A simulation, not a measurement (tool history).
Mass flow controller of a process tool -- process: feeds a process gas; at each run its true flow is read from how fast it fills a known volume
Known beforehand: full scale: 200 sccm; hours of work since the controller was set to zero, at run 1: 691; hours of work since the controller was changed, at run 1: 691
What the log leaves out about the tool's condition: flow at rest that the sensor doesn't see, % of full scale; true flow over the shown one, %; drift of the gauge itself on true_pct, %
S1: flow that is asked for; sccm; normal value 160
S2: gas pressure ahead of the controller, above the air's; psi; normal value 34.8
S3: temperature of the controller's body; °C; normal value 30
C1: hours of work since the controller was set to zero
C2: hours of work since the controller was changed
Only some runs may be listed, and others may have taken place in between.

{"run": 1, "hour": 0.0, "S1": 160, "S2": 34.8, "S3": 30, "C1": 691, "C2": 691, "true flow (%)": 99.46}
{"run": 2, "hour": 73.8, "S1": 160, "S2": 20.7, "S3": 30, "C1": 737, "C2": 737, "true flow (%)": 99.77}
{"run": 3, "hour": 117.9, "S1": 160, "S2": 20.7, "S3": 30, "C1": 765, "C2": 765, "true flow (%)": 99.77}
{"run": 4, "hour": 178.8, "S1": 160, "S2": 34.8, "S3": 30, "C1": 803, "C2": 803, "true flow (%)": 99.6}
{"run": 5, "hour": 245.9, "S1": 160, "S2": 34.8, "S3": 30, "C1": 845, "C2": 845, "true flow (%)": 99.65}
{"run": 6, "hour": 305.7, "S1": 160, "S2": 34.8, "S3": 30, "C1": 883, "C2": 883, "true flow (%)": 99.66}
{"run": 7, "hour": 365.7, "S1": 160, "S2": 34.8, "S3": 30, "C1": 921, "C2": 921, "true flow (%)": 99.43}
{"run": 8, "hour": 407.5, "S1": 160, "S2": 34.8, "S3": 30, "C1": 947, "C2": 947, "true flow (%)": 99.72}
{"run": 9, "hour": 460.0, "S1": 160, "S2": 34.8, "S3": 30, "C1": 980, "C2": 980, "true flow (%)": 99.57}
{"run": 10, "hour": 526.6, "S1": 160, "S2": 24.4, "S3": 30, "C1": 1022, "C2": 1022, "true flow (%)": 99.8}
{"run": 11, "hour": 590.5, "S1": 160, "S2": 24.4, "S3": 30, "C1": 1062, "C2": 1062, "true flow (%)": 99.69}
{"run": 12, "hour": 650.0, "S1": 160, "S2": 24.4, "S3": 30, "C1": 1099, "C2": 1099, "true flow (%)": 99.81}
{"run": 13, "hour": 710.5, "S1": 160, "S2": 34.8, "S3": 30, "C1": 1137, "C2": 1137, "true flow (%)": 99.65}
{"run": 14, "hour": 785.1, "S1": 160, "S2": 34.8, "S3": 37, "C1": 1184, "C2": 1184, "true flow (%)": 99.04}
{"run": 15, "hour": 825.9, "S1": 160, "S2": 34.8, "S3": 37, "C1": 1210, "C2": 1210, "true flow (%)": 99.05}
{"run": 16, "hour": 891.7, "S1": 160, "S2": 34.8, "S3": 37, "C1": 1251, "C2": 1251, "true flow (%)": 99.09}
{"run": 17, "hour": 940.6, "S1": 160, "S2": 34.8, "S3": 30, "C1": 1282, "C2": 1282, "true flow (%)": 99.69}
{"run": 18, "hour": 1009.7, "S1": 160, "S2": 34.8, "S3": 36, "C1": 1325, "C2": 1325, "true flow (%)": 99.17}
{"run": 19, "hour": 1078.1, "S1": 160, "S2": 34.8, "S3": 36, "C1": 1368, "C2": 1368, "true flow (%)": 99.21}
{"run": 20, "hour": 1128.0, "S1": 160, "S2": 34.8, "S3": 36, "C1": 1400, "C2": 1400, "true flow (%)": 99.28}
{"run": 21, "hour": 1183.2, "S1": 79, "S2": 34.8, "S3": 30, "C1": 1434, "C2": 1434, "true flow (%)": 99.79}
{"run": 22, "hour": 1220.6, "S1": 59, "S2": 27.1, "S3": 30, "C1": 1458, "C2": 1458, "true flow (%)": 100.2}
{"run": 23, "hour": 1280.1, "S1": 59, "S2": 27.1, "S3": 30, "C1": 1495, "C2": 1495, "true flow (%)": 100.22}
{"run": 24, "hour": 1312.5, "S1": 59, "S2": 34.2, "S3": 21, "C1": 1516, "C2": 1516, "true flow (%)": 100.92}
{"run": 25, "hour": 1352.3, "S1": 67, "S2": 34.8, "S3": 30, "C1": 1541, "C2": 1541, "true flow (%)": 100.04}
{"run": 26, "hour": 1416.6, "S1": 147, "S2": 34.8, "S3": 35, "C1": 1581, "C2": 1581, "true flow (%)": 99.43}
{"run": 27, "hour": 1483.7, "S1": 147, "S2": 31.3, "S3": 35, "C1": 1623, "C2": 1623, "true flow (%)": 99.51}
{"run": 28, "hour": 1522.6, "S1": 147, "S2": 31.3, "S3": 35, "C1": 1648, "C2": 1648, "true flow (%)": 99.46}
{"run": 29, "hour": 1575.9, "S1": 66, "S2": 38.7, "S3": 35, "C1": 1681, "C2": 1681, "true flow (%)": 99.56}
{"run": 30, "hour": 1640.8, "S1": 160, "S2": 34.8, "S3": 24, "C1": 1722, "C2": 1722, "true flow (%)": 100.44}
{"run": 31, "hour": 1676.9, "S1": 85, "S2": 27, "S3": 29, "C1": 1744, "C2": 1744, "true flow (%)": 100.27}
{"run": 32, "hour": 1725.2, "S1": 55, "S2": 38.6, "S3": 21, "C1": 1775, "C2": 1775, "true flow (%)": 101.09}
{"run": 33, "hour": 1778.1, "S1": 132, "S2": 34.8, "S3": 20, "C1": 1808, "C2": 1808, "true flow (%)": 100.82}
{"run": 34, "hour": 1827.3, "S1": 160, "S2": 34.8, "S3": 22, "C1": 1839, "C2": 1839, "true flow (%)": 100.63}
{"run": 35, "hour": 1880.9, "S1": 160, "S2": 27.6, "S3": 28, "C1": 1873, "C2": 1873, "true flow (%)": 100.02}
{"run": 36, "hour": 1930.9, "S1": 160, "S2": 34.8, "S3": 39, "C1": 1904, "C2": 1904, "true flow (%)": 99.33}
{"run": 37, "hour": 1964.7, "S1": 37, "S2": 23.1, "S3": 29, "C1": 1925, "C2": 1925, "true flow (%)": 101.66}
{"run": 38, "hour": 2030.1, "S1": 120, "S2": 21, "S3": 25, "C1": 1966, "C2": 1966, "true flow (%)": 100.61}
{"run": 39, "hour": 2103.4, "S1": 194, "S2": 24.8, "S3": 25, "C1": 2012, "C2": 2012, "true flow (%)": 100.69}
{"run": 40, "hour": 2164.5, "S1": 194, "S2": 21.2, "S3": 25, "C1": 2051, "C2": 2051, "true flow (%)": 100.86}
{"run": 41, "hour": 2241.0, "S1": 194, "S2": 21.2, "S3": 25, "C1": 2099, "C2": 2099, "true flow (%)": 100.85}

Each row is a separate what-if for the run after 41, all from the same tool condition, not one after another. Results?
{"run": "A", "hour": 2288.6, "S1": 160, "S2": 34.8, "S3": 33, "C1": 2129, "C2": 2129, "true flow (%)": "?"}
{"run": "B", "hour": 2288.6, "S1": 27, "S2": 33.8, "S3": 25, "C1": 2129, "C2": 2129, "true flow (%)": "?"}
{"run": "C", "hour": 2288.6, "S1": 85, "S2": 31.3, "S3": 27, "C1": 2129, "C2": 2129, "true flow (%)": "?"}
{"run": "D", "hour": 2288.6, "S1": 160, "S2": 34.8, "S3": 24, "C1": 2129, "C2": 2129, "true flow (%)": "?"}
{"run": "E", "hour": 2288.6, "S1": 65, "S2": 21.2, "S3": 28, "C1": 2129, "C2": 2129, "true flow (%)": "?"}

run=A true_flow_(%)=99.84
run=B true_flow_(%)=103.17
run=C true_flow_(%)=100.57
run=D true_flow_(%)=100.78
run=E true_flow_(%)=100.95
Had the tool no hidden state, the same runs would have come out as:
run=A true_flow_(%)=98.95
run=B true_flow_(%)=99
run=C true_flow_(%)=99.09
run=D true_flow_(%)=99.89
run=E true_flow_(%)=99.09
